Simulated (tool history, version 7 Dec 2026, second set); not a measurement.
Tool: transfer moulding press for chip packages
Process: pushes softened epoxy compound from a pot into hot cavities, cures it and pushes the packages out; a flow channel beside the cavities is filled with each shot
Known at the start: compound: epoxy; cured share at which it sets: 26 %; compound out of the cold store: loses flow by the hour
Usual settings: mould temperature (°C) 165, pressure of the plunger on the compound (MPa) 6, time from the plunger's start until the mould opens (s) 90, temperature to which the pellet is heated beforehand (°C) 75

run    hour  mould temperature (°C)  pressure of the plunger on the compound (MPa)  time from the plunger's start until the mould opens (s)  temperature to which the pellet is heated beforehand (°C)  incoming compound's hours out of the cold store  length that the compound runs in the flow channel (mm)  greatest force on the pins that push the packages out (N)
  1       0                     165                                              6                                                       90                                                         75                                               18                                                     524                                                        563
       49.9  -- cavities cleaned with cleaning compound and waxed
  2    62.3                     165                                              6                                                       90                                                         75                                               39                                                     457                                                        458
      143.6  -- cavities cleaned with cleaning compound and waxed
  3   143.6                     165                                              6                                                      111                                                         75                                             38.8                                                     460                                                        281
  4   184.5                     165                                              6                                                       90                                                         75                                             40.4                                                     447                                                        525
      236.9  -- cavities cleaned with cleaning compound and waxed
  5   248.9                     165                                              6                                                       90                                                         77                                             20.9                                                     472                                                        453
  6   314.9                     165                                              6                                                       90                                                         77                                             27.9                                                     455                                                        548
      328.1  -- cavities cleaned with cleaning compound and waxed
      358.1  -- plunger's sealing rings changed
  7   370.3                     165                                           6.95                                                       90                                                         75                                             12.3                                                     598                                                        578
      421.9  -- cavities cleaned with cleaning compound and waxed
  8   423.1                     165                                           6.14                                                       90                                                         75                                             12.7                                                     557                                                        444
  9   464.1                     165                                           6.14                                                       90                                                         75                                             47.7                                                     467                                                        507
      514.7  -- cavities cleaned with cleaning compound and waxed
 10   530.9                     165                                           6.14                                                       90                                                         75                                             34.3                                                     483                                                        437
 11   592.9                     165                                           6.14                                                       90                                                         75                                             34.8                                                     469                                                        587
      599.4  -- mould's thermocouples calibrated
      610.5  -- cavities cleaned with cleaning compound and waxed
 12   645.9                     165                                              6                                                       90                                                         75                                             31.8                                                     473                                                        557
      702.1  -- cavities cleaned with cleaning compound and waxed
 13   711.2                     164                                              6                                                       90                                                         75                                             22.1                                                     488                                                        553
 14   748.5                     164                                              6                                                       90                                                         75                                             28.4                                                     463                                                        646
      792.6  -- cavities cleaned with cleaning compound and waxed
 15   833.1                     160                                           4.75                                                      105                                                         83                                             39.4                                                     391                                                        525
        855  -- plunger's sealing rings changed
      889.2  -- cavities cleaned with cleaning compound and waxed
 16   900.1                     171                                           5.67                                                      105                                                         83                                             35.6                                                     464                                                        299
 17   962.7                     157                                           6.46                                                       71                                                         85                                             34.3                                                     515                                                       1509
      981.8  -- cavities cleaned with cleaning compound and waxed
 18  1015.6                     171                                           4.81                                                       93                                                         75                                             37.1                                                     420                                                        380
     1075.7  -- cavities cleaned with cleaning compound and waxed
 19  1086.9                     165                                              6                                                       90                                                         71                                             39.4                                                     448                                                        477
 20  1132.9                     165                                              6                                                       90                                                         71                                             47.6                                                     435                                                        593
     1166.2  -- cavities cleaned with cleaning compound and waxed
 21  1172.7                     158                                              6                                                       90                                                         82                                             30.1                                                     486                                                        693
     1258.2  -- cavities cleaned with cleaning compound and waxed
 22    1259                     158                                              6                                                       90                                                         82                                             39.9                                                     444                                                        680
 23  1300.7                     163                                              6                                                       72                                                         81                                              8.7                                                     507                                                       1175
     1346.8  -- plunger's sealing rings changed
     1354.2  -- cavities cleaned with cleaning compound and waxed
 24  1362.4                     167                                            6.3                                                       90                                                         69                                             39.2                                                     492                                                        412
 25  1432.8                     165                                           5.78                                                       71                                                         75                                             29.5                                                     489                                                       1140
     1446.2  -- cavities cleaned with cleaning compound and waxed
 26  1510.2                     165                                           5.78                                                       71                                                         75                                             12.8                                                     517                                                       1161

3 ways to go on from here, each from the tool as it stands after run 26. What would each give?
     1536.9  -- cavities cleaned with cleaning compound and waxed
  A  1562.5                     165                                           6.87                                                       88                                                         68                                             29.2                                                       ?                                                          ?
     1536.9  -- cavities cleaned with cleaning compound and waxed
  B  1562.5                     165                                           5.78                                                       73                                                         75                                             38.6                                                       ?                                                          ?
     1536.9  -- cavities cleaned with cleaning compound and waxed
  C  1562.5                     163                                           6.48                                                       90                                                         75                                             16.7                                                       ?                                                          ?

run  length that the compound runs in the flow channel (mm)  greatest force on the pins that push the packages out (N)
  A                                                     513                                                        565
  B                                                     459                                                        858
  C                                                     547                                                        613
Without the tool's hidden state the same runs would have given:
run  length that the compound runs in the flow channel (mm)  greatest force on the pins that push the packages out (N)
  A                                                     545                                                        466
  B                                                     488                                                        705
  C                                                     582                                                        507
